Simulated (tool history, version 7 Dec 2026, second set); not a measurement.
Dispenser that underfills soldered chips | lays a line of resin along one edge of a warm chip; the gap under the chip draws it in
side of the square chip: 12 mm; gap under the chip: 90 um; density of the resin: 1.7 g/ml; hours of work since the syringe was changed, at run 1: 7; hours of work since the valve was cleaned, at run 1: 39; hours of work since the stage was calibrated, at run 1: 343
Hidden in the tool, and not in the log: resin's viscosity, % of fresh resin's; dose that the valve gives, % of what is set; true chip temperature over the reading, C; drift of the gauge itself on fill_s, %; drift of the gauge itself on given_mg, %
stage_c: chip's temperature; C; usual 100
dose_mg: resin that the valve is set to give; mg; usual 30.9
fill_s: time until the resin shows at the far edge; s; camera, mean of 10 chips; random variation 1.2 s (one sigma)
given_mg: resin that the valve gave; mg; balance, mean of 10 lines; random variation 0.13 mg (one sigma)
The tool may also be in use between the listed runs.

| run | hour | stage_c | dose_mg | hours of work since the syringe was changed | hours of work since the valve was cleaned | hours of work since the stage was calibrated | fill_s | given_mg |
|---|---|---|---|---|---|---|---|---|
| 1 | 0.0 | 100 | 30.9 | 7 | 39 | 343 | 141.2 | 29.75 |
|  | 4.3 | new syringe of resin |
| 2 | 11.1 | 92 | 30.9 | 5 | 48 | 352 | 180.5 | 29.57 |
| 3 | 16.5 | 92 | 30.9 | 10 | 52 | 356 | 204.0 | 29.39 |
|  | 17.8 | new syringe of resin |
| 4 | 24.4 | 92 | 30.9 | 5 | 58 | 362 | 172.3 | 29.07 |
|  | 31.0 | new syringe of resin |
| 5 | 31.0 | 92 | 38.7 | 0 | 63 | 367 | 145.1 | 36.61 |
| 6 | 41.1 | 92 | 38.7 | 8 | 71 | 375 | 183.1 | 36.31 |
|  | 44.1 | new syringe of resin |
| 7 | 50.7 | 100 | 30.9 | 5 | 78 | 383 | 130.5 | 28.78 |
|  | 57.1 | new syringe of resin |
| 8 | 57.1 | 100 | 30.9 | 0 | 83 | 387 | 110.5 | 28.70 |
| 9 | 65.7 | 106 | 30.9 | 7 | 90 | 394 | 111.0 | 28.19 |
|  | 70.2 | new syringe of resin |
| 10 | 77.0 | 106 | 30.9 | 5 | 99 | 403 | 106.4 | 28.27 |
|  | 83.4 | new syringe of resin |
| 11 | 85.6 | 106 | 30.9 | 2 | 105 | 410 | 97.7 | 27.97 |
| 12 | 94.6 | 93 | 30.9 | 9 | 113 | 417 | 195.4 | 27.82 |
|  | 96.3 | new syringe of resin |
|  | 99.5 | dispensing valve cleaned and set on the balance |
| 13 | 106.9 | 100 | 33.8 | 8 | 6 | 425 | 137.0 | 33.54 |
|  | 110.3 | new syringe of resin |
| 14 | 113.8 | 100 | 33.3 | 3 | 11 | 431 | 118.1 | 32.66 |
|  | 123.8 | new syringe of resin |
| 15 | 123.9 | 100 | 35.7 | 0 | 19 | 438 | 104.5 | 35.09 |
| 16 | 128.6 | 100 | 35.7 | 4 | 23 | 442 | 118.6 | 34.94 |
|  | 136.7 | new syringe of resin |
| 17 | 137.2 | 100 | 35.7 | 0 | 29 | 449 | 107.3 | 34.80 |
| 18 | 144.8 | 100 | 31.5 | 6 | 35 | 455 | 133.6 | 30.15 |
|  | 149.8 | new syringe of resin |
| 19 | 150.0 | 100 | 31.5 | 0 | 39 | 459 | 107.2 | 30.25 |
| 20 | 156.1 | 100 | 31.5 | 5 | 44 | 463 | 126.2 | 30.46 |
| 21 | 161.1 | 112 | 31.9 | 9 | 48 | 467 | 94.1 | 30.10 |
|  | 163.1 | new syringe of resin |
| 22 | 168.0 | 94 | 27.8 | 4 | 53 | 473 | 159.8 | 26.48 |
|  | 176.2 | new syringe of resin |
| 23 | 176.4 | 94 | 32.8 | 0 | 59 | 479 | 133.3 | 30.89 |
| 24 | 182.9 | 86 | 30.9 | 5 | 65 | 484 | 220.3 | 28.95 |
|  | 189.2 | new syringe of resin |
| 25 | 190.2 | 88 | 26.7 | 1 | 70 | 490 | 185.8 | 24.80 |
| 26 | 197.1 | 88 | 38.2 | 6 | 76 | 495 | 198.3 | 35.74 |
|  | 202.1 | new syringe of resin |
| 27 | 203.2 | 88 | 38.2 | 1 | 80 | 500 | 169.3 | 35.61 |
| 28 | 214.5 | 88 | 38.2 | 10 | 89 | 509 | 225.9 | 35.11 |
|  | 215.8 | new syringe of resin |
|  | 217.5 | stage's temperature calibrated |
| 29 | 226.5 | 108 | 31.3 | 8 | 98 | 7 | 110.2 | 28.27 |
|  | 230.2 | new syringe of resin |
| 30 | 237.6 | 105 | 33.7 | 6 | 106 | 16 | 116.1 | 30.50 |
|  | 244.0 | new syringe of resin |
| 31 | 249.3 | 104 | 38.4 | 4 | 115 | 25 | 111.2 | 34.48 |
|  | 251.2 | dispensing valve cleaned and set on the balance |
| 32 | 255.7 | 111 | 32.0 | 8 | 4 | 29 | 102.4 | 31.92 |
|  | 258.0 | new syringe of resin |
| 33 | 261.4 | 86 | 30.9 | 3 | 8 | 33 | 210.7 | 30.63 |
|  | 270.9 | new syringe of resin |
| 34 | 272.7 | 112 | 32.6 | 1 | 17 | 42 | 80.1 | 32.28 |
| 35 | 277.7 | 112 | 32.6 | 5 | 20 | 46 | 89.2 | 32.03 |
|  | 284.1 | new syringe of resin |
| 36 | 284.9 | 90 | 37.3 | 1 | 26 | 51 | 164.6 | 36.41 |

3 ways to go on from here, each from the tool as it stands after run 36. What would each give?
| A | 290.5 | 94 | 33.9 | 5 | 30 | 56 | ? | ? |
| B | 290.5 | 103 | 28.6 | 5 | 30 | 56 | ? | ? |
| C | 290.5 | 88 | 30.9 | 5 | 30 | 56 | ? | ? |

| run | fill_s | given_mg |
|---|---|---|
| A | 165.3 | 32.85 |
| B | 124.9 | 27.75 |
| C | 208.5 | 29.87 |
Without the tool's hidden state the same runs would have given:
| run | fill_s | given_mg |
|---|---|---|
| A | 138.5 | 33.86 |
| B | 103.9 | 28.60 |
| C | 174.2 | 30.79 |
